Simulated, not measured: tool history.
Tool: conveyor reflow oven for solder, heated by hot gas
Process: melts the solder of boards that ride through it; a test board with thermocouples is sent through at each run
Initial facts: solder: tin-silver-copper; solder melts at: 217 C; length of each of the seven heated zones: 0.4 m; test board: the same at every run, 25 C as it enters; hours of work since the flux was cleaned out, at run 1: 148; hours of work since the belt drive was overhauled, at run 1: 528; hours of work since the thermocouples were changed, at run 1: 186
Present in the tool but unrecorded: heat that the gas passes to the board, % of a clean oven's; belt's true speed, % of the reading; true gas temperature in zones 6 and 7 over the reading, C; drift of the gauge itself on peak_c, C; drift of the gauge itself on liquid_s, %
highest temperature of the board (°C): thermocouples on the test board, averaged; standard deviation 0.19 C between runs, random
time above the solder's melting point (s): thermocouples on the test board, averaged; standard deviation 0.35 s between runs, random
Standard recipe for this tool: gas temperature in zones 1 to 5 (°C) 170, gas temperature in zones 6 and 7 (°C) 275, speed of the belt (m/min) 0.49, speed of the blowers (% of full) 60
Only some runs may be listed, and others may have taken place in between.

| run | day | gas temperature in zones 1 to 5 (°C) | gas temperature in zones 6 and 7 (°C) | speed of the belt (m/min) | speed of the blowers (% of full) | hours of work since the flux was cleaned out | hours of work since the belt drive was overhauled | hours of work since the thermocouples were changed | highest temperature of the board (°C) | time above the solder's melting point (s) |
|---|---|---|---|---|---|---|---|---|---|---|
| 1 | 0 | 170 | 275 | 0.49 | 60 | 148 | 528 | 186 | 250.3 | 67.8 |
|  | 0.538 | flux residue cleaned out of gas plates and filters |
| 2 | 1.883 | 170 | 275 | 0.49 | 60 | 18 | 550 | 208 | 251.8 | 69.9 |
| 3 | 4.983 | 170 | 275 | 0.49 | 60 | 59 | 591 | 250 | 251.2 | 69.1 |
| 4 | 7.158 | 170 | 275 | 0.49 | 60 | 88 | 620 | 279 | 251.1 | 69.5 |
| 5 | 8.517 | 170 | 275 | 0.49 | 60 | 106 | 638 | 297 | 251.1 | 68.9 |
| 6 | 11.167 | 170 | 275 | 0.49 | 60 | 142 | 674 | 332 | 250.7 | 69.1 |
|  | 12.15 | flux residue cleaned out of gas plates and filters |
| 7 | 12.775 | 170 | 275 | 0.49 | 60 | 8 | 692 | 351 | 251.8 | 69.7 |
| 8 | 14.708 | 170 | 275 | 0.49 | 60 | 34 | 718 | 377 | 251.4 | 69.5 |
| 9 | 17.117 | 157 | 285 | 0.49 | 53 | 66 | 750 | 409 | 252.7 | 64.6 |
| 10 | 18.808 | 157 | 278 | 0.49 | 62 | 89 | 773 | 431 | 252 | 65.1 |
| 11 | 20.729 | 180 | 275 | 0.49 | 60 | 114 | 798 | 457 | 253.2 | 76.7 |
|  | 23.967 | flux residue cleaned out of gas plates and filters |
| 12 | 23.992 | 163 | 275 | 0.49 | 78 | 0 | 839 | 497 | 258.3 | 75.1 |
| 13 | 25.633 | 163 | 275 | 0.49 | 65 | 22 | 861 | 519 | 252.9 | 70.5 |
| 14 | 26.875 | 163 | 287 | 0.464 | 65 | 39 | 877 | 536 | 265.6 | 84.4 |
| 15 | 28.875 | 166 | 279 | 0.464 | 65 | 65 | 904 | 562 | 258.8 | 81.5 |
| 16 | 31.396 | 170 | 279 | 0.515 | 65 | 99 | 938 | 596 | 255.5 | 70.7 |

Consider 5 possible next runs. They are alternatives, not a sequence: every one starts from the tool as it was left by run 16. What does each give?
| A | 32.933 | 173 | 275 | 0.49 | 60 | 119 | 958 | 617 | ? | ? |
| B | 32.933 | 170 | 274 | 0.49 | 60 | 119 | 958 | 617 | ? | ? |
| C | 32.933 | 170 | 275 | 0.49 | 64 | 119 | 958 | 617 | ? | ? |
| D | 32.933 | 170 | 286 | 0.539 | 61 | 119 | 958 | 617 | ? | ? |
| E | 32.933 | 170 | 275 | 0.391 | 78 | 119 | 958 | 617 | ? | ? |

| run | highest temperature of the board (°C) | time above the solder's melting point (s) |
|---|---|---|
| A | 251.9 | 72.8 |
| B | 250.5 | 69.5 |
| C | 253.1 | 72.8 |
| D | 257.2 | 67.7 |
| E | 265.2 | 106.2 |
Take away the tool's hidden state, keep each run's random variation, and the runs would have read:
| run | highest temperature of the board (°C) | time above the solder's melting point (s) |
|---|---|---|
| A | 251.6 | 70.6 |
| B | 250.2 | 67.4 |
| C | 252.9 | 70.7 |
| D | 256.9 | 65.7 |
| E | 265 | 103.4 |

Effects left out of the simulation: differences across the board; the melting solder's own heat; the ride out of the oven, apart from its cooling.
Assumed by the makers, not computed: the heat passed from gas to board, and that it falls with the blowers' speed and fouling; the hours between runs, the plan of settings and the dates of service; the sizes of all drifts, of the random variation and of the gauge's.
